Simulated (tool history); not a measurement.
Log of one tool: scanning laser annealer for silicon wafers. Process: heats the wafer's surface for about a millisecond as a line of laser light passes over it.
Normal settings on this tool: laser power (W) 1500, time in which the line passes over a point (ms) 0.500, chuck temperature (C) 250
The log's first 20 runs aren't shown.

run     day  laser power (W)  time in which the line passes over a point (ms)  chuck temperature (C)  hours of work since the window was cleaned  hours of work since the power meter was calibrated  hours of work since the optics were aligned  highest temperature of the surface (C)
 21   7.617             1448                                            0.497                    243                                         306                                                 410                                          398                                     916
 22   7.854             1500                                            0.400                    284                                         310                                                 413                                          401                                     912
 23   8.375             1538                                            0.381                    271                                         317                                                 420                                          408                                     897
 24   8.912             1538                                            0.381                    271                                         324                                                 427                                          416                                     899
 25   9.179             1538                                            0.436                    225                                         328                                                 431                                          419                                     900
 26   9.675             1500                                            0.367                    250                                         335                                                 438                                          426                                     852
 27  10.117             1500                                            0.367                    250                                         341                                                 444                                          432                                     850
 28  10.596             1500                                            0.367                    250                                         347                                                 450                                          439                                     853
 29  11.058             1536                                            0.584                    250                                         354                                                 457                                          445                                    1030
 30  11.317             1536                                            0.584                    250                                         357                                                 460                                          449                                    1031

Run 31, settings as shown, results not yet in. Your forecast:
 31  11.904             1572                                            0.489                    250                                         365                                                 468                                          457                                       ?

highest temperature of the surface (C): 982
If the tool had no hidden condition, the same run with the same run-to-run variation would have returned highest temperature of the surface (C) 982.

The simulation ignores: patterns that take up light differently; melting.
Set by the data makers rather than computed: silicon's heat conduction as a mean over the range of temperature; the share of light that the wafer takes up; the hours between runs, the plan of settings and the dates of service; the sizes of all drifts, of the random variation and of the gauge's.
